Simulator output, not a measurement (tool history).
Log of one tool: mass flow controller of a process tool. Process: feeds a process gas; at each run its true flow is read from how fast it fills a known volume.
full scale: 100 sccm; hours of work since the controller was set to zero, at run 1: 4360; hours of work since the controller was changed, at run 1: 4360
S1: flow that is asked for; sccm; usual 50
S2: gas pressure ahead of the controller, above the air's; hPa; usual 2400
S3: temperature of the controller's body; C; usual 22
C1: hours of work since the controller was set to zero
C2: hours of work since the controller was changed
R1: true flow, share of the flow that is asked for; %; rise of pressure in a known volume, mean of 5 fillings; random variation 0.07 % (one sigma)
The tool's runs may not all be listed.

run,hour,S1,S2,S3,C1,C2,R1
1,0,50,2400,22,4360,4360,98.64
2,140.6,50,2400,22,4460,4460,98.64
3,297.2,50,2400,22,4572,4572,98.66
4,439.6,50,2400,22,4674,4674,98.59
5,587.4,50,2400,24,4780,4780,98.67
6,728.1,43,2400,22,4881,4881,98.43
7,854.8,43,2400,22,4971,4971,98.35
8,1041.2,43,2400,22,5105,5105,98.52
9,1167.5,43,2400,22,5195,5195,98.29
10,1274.3,43,2400,22,5271,5271,98.5
11,1375,50,2400,22,5343,5343,98.52
12,1561.6,50,2400,22,5477,5477,98.51
13,1675.6,50,2400,22,5558,5558,98.62
14,1857.2,50,2400,22,5688,5688,98.42
15,2055.8,50,2400,22,5830,5830,98.67
16,2162.6,50,2400,22,5907,5907,98.54
17,2322.3,14,2400,22,6021,6021,97.61
18,2491.3,14,2400,22,6142,6142,97.65
19,2581.9,50,2560,22,6207,6207,98.69
20,2732,50,2560,22,6314,6314,98.72
21,2818.7,50,2730,22,6376,6376,98.82
22,2956.4,50,2730,22,6475,6475,98.83
23,3116.3,50,2400,21,6589,6589,98.62
24,3220.2,23,2400,22,6663,6663,97.89
25,3325.1,23,2400,22,6738,6738,97.97
26,3447.9,16,1620,38,6826,6826,98.68
27,3645.9,16,1620,38,6968,6968,98.72
28,3769.1,16,1620,38,7056,7056,98.63
29,3859.5,11,2120,25,7121,7121,97.73
30,4006,40,1540,40,7226,7226,99.35
31,4183.9,40,1540,40,7353,7353,99.5
32,4370.6,40,1540,40,7486,7486,99.45
33,4559.6,40,1540,40,7622,7622,99.33
34,4742.2,50,2400,34,7752,7752,99.56
35,4908.6,80,1780,31,7871,7871,99.93
36,5065.5,45,2270,39,7983,7983,99.82
37,5153.9,45,2270,39,8047,8047,99.82
38,5306.8,45,2010,37,8156,8156,99.6
# hour 5338.2: controller's zero set anew
39,5442.9,45,2010,37,75,8253,99.55
40,5533.7,45,2010,37,140,8318,99.41
41,5649.6,29,1430,35,223,8401,98.59
42,5731,29,1430,35,281,8459,98.66
43,5894.7,76,2460,22,398,8576,99.32
44,6059.9,44,2400,31,516,8694,99.16
45,6143.5,33,2120,29,576,8754,98.57
46,6245.5,22,1700,32,649,8827,98.38
47,6411.2,33,2300,29,768,8946,98.61
48,6547.7,26,1790,29,865,9043,98.3

4 ways to go on from here, each from the tool as it stands after run 48. What would each give?
A,6652.9,50,1880,22,940,9119,?
B,6652.9,14,1700,26,940,9119,?
C,6652.9,26,1790,31,940,9119,?
D,6652.9,17,2490,24,940,9119,?

run,R1
A,98.34
B,97.75
C,98.55
D,97.91
Without the tool's hidden state the same runs would have given:
run,R1
A,98.33
B,97.74
C,98.54
D,97.9
